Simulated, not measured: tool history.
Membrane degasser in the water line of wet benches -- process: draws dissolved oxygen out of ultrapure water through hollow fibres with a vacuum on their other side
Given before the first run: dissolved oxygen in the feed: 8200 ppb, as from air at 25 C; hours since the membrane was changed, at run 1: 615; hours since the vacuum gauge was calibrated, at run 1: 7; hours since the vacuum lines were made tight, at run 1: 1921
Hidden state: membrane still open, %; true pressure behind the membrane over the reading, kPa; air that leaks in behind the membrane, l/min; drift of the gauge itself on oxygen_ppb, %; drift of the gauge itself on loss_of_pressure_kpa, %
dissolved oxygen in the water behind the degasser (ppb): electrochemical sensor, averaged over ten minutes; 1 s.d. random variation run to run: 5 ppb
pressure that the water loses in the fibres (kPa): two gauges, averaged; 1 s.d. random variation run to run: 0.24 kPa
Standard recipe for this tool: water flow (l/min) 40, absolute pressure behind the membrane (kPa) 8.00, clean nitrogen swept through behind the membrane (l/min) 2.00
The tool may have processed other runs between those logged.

run	day	water flow (l/min)	absolute pressure behind the membrane (kPa)	clean nitrogen swept through behind the membrane (l/min)	hours since the membrane was changed	hours since the vacuum gauge was calibrated	hours since the vacuum lines were made tight	dissolved oxygen in the water behind the degasser (ppb)	pressure that the water loses in the fibres (kPa)
1	0.000	40	8.00	2.00	615	7	1921	502.6	62.10
2	2.167	40	8.00	2.00	667	59	1973	502.9	62.21
3	6.125	40	8.00	2.00	762	154	2068	503.8	62.66
4	8.462	40	8.00	2.00	818	210	2124	506.0	62.74
5	11.608	40	8.00	2.00	894	285	2200	499.0	62.45
6	14.625	40	8.00	2.00	966	358	2272	506.6	63.06
7	16.729	40	5.08	2.00	1017	408	2323	388.2	62.57
8	19.367	40	5.08	2.00	1080	472	2386	387.8	62.55
9	21.246	40	5.08	2.00	1125	517	2431	400.7	63.02
10	24.050	40	5.08	2.00	1193	584	2498	393.8	62.48
11	27.450	40	8.00	2.00	1274	666	2580	507.6	63.22
12	30.092	40	8.00	2.00	1337	729	2643	506.7	62.64
13	33.417	38	8.00	2.00	1417	809	2723	456.5	59.36
14	35.758	24	8.00	3.45	1473	865	2779	135.7	37.97
15	39.829	50	7.52	5.66	1571	963	2877	633.6	78.76
16	42.854	50	7.52	5.66	1644	1035	2950	641.3	79.15
17	45.596	36	8.00	2.00	1710	1101	3015	425.9	56.72
18	47.725	36	5.83	3.86	1761	1152	3066	290.5	56.96
19	50.950	37	13.04	1.24	1838	1230	3144	806.2	58.39
20	55.067	29	19.50	2.25	1937	1328	3243	573.7	45.61
21	58.938	40	9.56	2.36	2030	1421	3336	544.9	63.47
22	61.675	40	9.56	2.36	2095	1487	3401	545.5	63.06
23	65.429	40	9.56	2.36	2186	1577	3491	553.7	63.54
24	67.925	45	6.29	1.25	2245	1637	3551	653.8	71.33
25	71.575	58	8.00	2.00	2333	1725	3639	1026.8	92.43

How would selected steps in dissolved oxygen in the water behind the degasser (ppb) from run to run divide? Give the signed amount a tool lacking its hidden state would still show from settings, what came in and random variation, and the signed amount left for the hidden state, including any gauge scatter that is not in both of the compared results.
Run 14 -> 15: water flow (l/min) 24 -> 50, absolute pressure behind the membrane (kPa) 8.00 -> 7.52, clean nitrogen swept through behind the membrane (l/min) 3.45 -> 5.66. dissolved oxygen in the water behind the degasser (ppb) +497.9: hidden state +17.7, all else +480.2.
Run 18 -> 19: water flow (l/min) 36 -> 37, absolute pressure behind the membrane (kPa) 5.83 -> 13.04, clean nitrogen swept through behind the membrane (l/min) 3.86 -> 1.24. dissolved oxygen in the water behind the degasser (ppb) +515.7: hidden state +3.7, all else +512.0.
Run 20 -> 21: water flow (l/min) 29 -> 40, absolute pressure behind the membrane (kPa) 19.50 -> 9.56, clean nitrogen swept through behind the membrane (l/min) 2.25 -> 2.36. dissolved oxygen in the water behind the degasser (ppb) -28.8: hidden state +10.8, all else -39.6.
